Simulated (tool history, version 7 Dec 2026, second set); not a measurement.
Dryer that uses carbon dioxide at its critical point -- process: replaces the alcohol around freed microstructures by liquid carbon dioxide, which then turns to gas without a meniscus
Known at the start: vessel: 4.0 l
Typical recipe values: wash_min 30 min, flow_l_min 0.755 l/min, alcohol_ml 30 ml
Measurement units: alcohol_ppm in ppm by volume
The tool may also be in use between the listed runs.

run	hour	wash_min	flow_l_min	alcohol_ml	alcohol_ppm
1	0.0	30	0.755	30	59
2	18.1	30	0.755	30	67
3	35.1	30	0.755	30	67
4	45.3	44	0.755	30	24
5	62.4	44	0.755	30	34
6	72.2	44	0.755	30	29
7	91.1	30	0.755	30	74
8	103.9	30	0.755	30	71
9	112.3	30	0.755	30	64
10	130.7	30	0.578	38	221
11	146.1	30	0.671	29	111
12	163.9	30	0.671	29	117
13	177.8	40	0.795	40	42
14	188.8	40	0.795	56	43
15	207.1	40	0.795	56	50
16	224.1	35	0.796	40	53
# hour 243.3: inlet filter changed
17	243.3	35	0.796	40	37

Each row is a separate what-if for the run after 17, all from the same tool condition, not one after another. Results?
A	258.1	30	0.755	42	?
B	258.1	47	0.882	30	?
C	258.1	40	1.102	75	?

run	alcohol_ppm
A	74
B	40
C	38
Without the tool's hidden state the same runs would have given:
run	alcohol_ppm
A	40
B	9
C	6

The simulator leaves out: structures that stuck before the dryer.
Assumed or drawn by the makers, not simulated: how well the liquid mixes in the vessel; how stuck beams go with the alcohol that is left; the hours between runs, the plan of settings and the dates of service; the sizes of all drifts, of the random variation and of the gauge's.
